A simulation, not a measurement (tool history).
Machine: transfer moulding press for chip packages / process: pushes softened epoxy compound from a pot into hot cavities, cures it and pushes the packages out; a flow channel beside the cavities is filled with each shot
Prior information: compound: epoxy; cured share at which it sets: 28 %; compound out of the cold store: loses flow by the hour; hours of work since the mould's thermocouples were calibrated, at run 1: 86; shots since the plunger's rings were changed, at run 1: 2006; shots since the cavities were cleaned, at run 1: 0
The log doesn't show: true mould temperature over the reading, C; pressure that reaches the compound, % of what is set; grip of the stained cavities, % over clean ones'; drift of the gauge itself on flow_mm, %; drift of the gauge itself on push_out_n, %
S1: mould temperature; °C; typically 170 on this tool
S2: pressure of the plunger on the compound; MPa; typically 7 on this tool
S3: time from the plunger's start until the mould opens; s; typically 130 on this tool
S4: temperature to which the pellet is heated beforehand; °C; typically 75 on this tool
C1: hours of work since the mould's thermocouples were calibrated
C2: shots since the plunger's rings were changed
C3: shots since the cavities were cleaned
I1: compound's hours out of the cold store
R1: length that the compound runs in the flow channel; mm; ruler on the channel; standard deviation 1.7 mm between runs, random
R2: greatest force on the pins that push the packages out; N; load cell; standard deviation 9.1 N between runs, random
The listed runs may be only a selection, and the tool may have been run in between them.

run	hour	S1	S2	S3	S4	C1	C2	C3	I1	R1	R2
1	0	170	7	130	75	86	2006	0	12.3	650	398
2	10.5	170	7	130	75	94	2110	104	39.4	566	449
3	15.2	170	7	130	75	98	2158	152	47.7	541	467
4	20.4	170	7	130	75	101	2209	203	38.7	563	499
5	30.8	170	7	130	75	109	2313	307	40.3	558	542
6	39.9	170	7	151	75	116	2404	398	41.9	554	478
7	45.9	170	7	151	75	120	2463	457	23.7	612	521
# hour 54: cavities cleaned with cleaning compound and waxed
8	56.6	170	7	151	75	127	2556	27	23.6	606	362
9	66.4	170	7	130	75	134	2653	124	35.3	576	500
10	76	170	7	130	75	141	2749	220	28.4	596	531
11	85.2	170	7	130	78	148	2841	312	24.5	604	556
12	94.4	170	7	130	78	155	2933	404	28	594	586
13	104.5	170	7	133	75	163	3033	504	31.8	585	593
# hour 108.2: cavities cleaned with cleaning compound and waxed
14	112.3	170	7	133	75	167	3097	42	22.4	611	441
15	122	170	7	133	75	174	3193	138	12.5	645	503
16	126.5	174	7	127	75	178	3238	183	46.8	531	441
17	131.1	174	7	127	75	181	3284	229	22.4	599	456

Run 18 has not been measured yet. What should we expect?
18	136.4	174	7	127	75	185	3336	281	20.8	?	?

R1: 605 mm
R2: 503 N
Without the tool's hidden state the same run would have given R1 625 mm, R2 373 N.
